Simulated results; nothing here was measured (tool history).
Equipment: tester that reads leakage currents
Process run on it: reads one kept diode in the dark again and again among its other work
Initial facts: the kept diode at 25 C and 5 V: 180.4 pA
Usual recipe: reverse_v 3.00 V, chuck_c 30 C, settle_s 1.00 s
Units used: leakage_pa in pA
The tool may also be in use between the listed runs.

run,hour,reverse_v,chuck_c,settle_s,leakage_pa
1,0.0,3.00,30,1.00,228.95
2,109.2,3.00,30,1.00,227.56
3,163.7,3.00,30,1.00,227.74
4,257.9,3.00,30,6.39,228.33
5,325.1,1.60,30,6.39,176.82
6,377.9,1.06,30,1.00,149.41
7,423.7,1.06,30,1.00,150.11
8,507.5,3.00,30,6.25,225.34
9,607.9,3.00,30,6.25,221.49
10,679.8,3.00,30,3.20,220.04
11,777.1,3.00,33,1.00,287.12
12,855.6,3.00,30,0.41,233.20
13,920.7,3.00,31,0.41,254.82
14,986.6,3.00,30,2.86,230.11
15,1082.1,2.05,30,1.00,199.58
16,1148.8,2.05,30,1.00,200.16
17,1218.6,2.05,30,1.00,197.79
18,1312.3,8.77,30,1.00,354.35
19,1401.2,8.77,30,1.00,356.14
20,1458.6,8.28,58,0.77,3376.82
21,1519.8,1.68,43,0.53,553.85
22,1594.0,18.15,59,3.09,4913.00
23,1678.6,18.15,59,3.09,4930.59
24,1734.9,3.60,58,2.65,2412.45
25,1804.7,3.60,58,2.65,2390.11
26,1903.7,3.00,43,6.03,686.29
27,2012.0,3.00,43,6.03,686.69
28,2079.6,3.00,43,6.03,684.23
29,2130.7,10.25,26,0.55,265.40
30,2202.6,7.58,46,0.48,1284.43
31,2309.5,7.58,46,0.48,1275.16
32,2379.2,7.58,46,0.48,1273.79
33,2471.0,7.58,46,0.48,1268.93
34,2558.3,7.58,46,0.48,1274.65
35,2659.0,3.00,41,1.04,581.56
36,2767.2,3.00,55,1.05,1849.51
37,2832.3,7.78,30,1.00,342.60
38,2941.5,6.87,49,1.00,1601.57

Not shown here: 6 entries made in the log between runs. Locate each between two listed runs and compare the hidden state at the listed run before it with the hidden state at the listed run after it:
Run 8 -> run 9: probe card cleaned and baked (hour 536.3)
  stray current of the dirty probe card, pA a volt: 1.578 -> 0.069; current scale over the true one, %: -0.7 -> -0.71; true chuck temperature over the reading, C: -0.5 -> -0.53
  measured minus no-state result, leakage_pa: -7.18 -> -12.29 pA
Run 11 -> run 12: chuck's temperature calibrated (hour 833.1)
  stray current of the dirty probe card, pA a volt: 0.198 -> 0.255; current scale over the true one, %: -0.74 -> -0.75; true chuck temperature over the reading, C: -0.58 -> -0.01
  measured minus no-state result, leakage_pa: -16.70 -> -1.23 pA
Run 24 -> run 25: tester calibrated (hour 1742.6)
  stray current of the dirty probe card, pA a volt: 0.881 -> 0.932; current scale over the true one, %: -0.88 -> -1.5; true chuck temperature over the reading, C: -0.27 -> -0.29
  measured minus no-state result, leakage_pa: -68.27 -> -86.81 pA
Run 29 -> run 30: tester calibrated, once more (hour 2182.7)
  stray current of the dirty probe card, pA a volt: 1.167 -> 1.214; current scale over the true one, %: -1.55 -> 0.18; true chuck temperature over the reading, C: -0.39 -> -0.41
  measured minus no-state result, leakage_pa: -1.54 -> -30.96 pA
Run 35 -> run 36: chuck's temperature calibrated (hour 2689.3)
  stray current of the dirty probe card, pA a volt: 1.542 -> 1.615; current scale over the true one, %: 0.11 -> 0.09; true chuck temperature over the reading, C: -0.54 -> 0.03
  measured minus no-state result, leakage_pa: -21.44 -> +11.39 pA
Run 36 -> run 37: probe card cleaned and baked (hour 2785.0)
  stray current of the dirty probe card, pA a volt: 1.615 -> 0.061; current scale over the true one, %: 0.09 -> 0.08; true chuck temperature over the reading, C: 0.03 -> 0.02
  measured minus no-state result, leakage_pa: +11.39 -> +1.11 pA
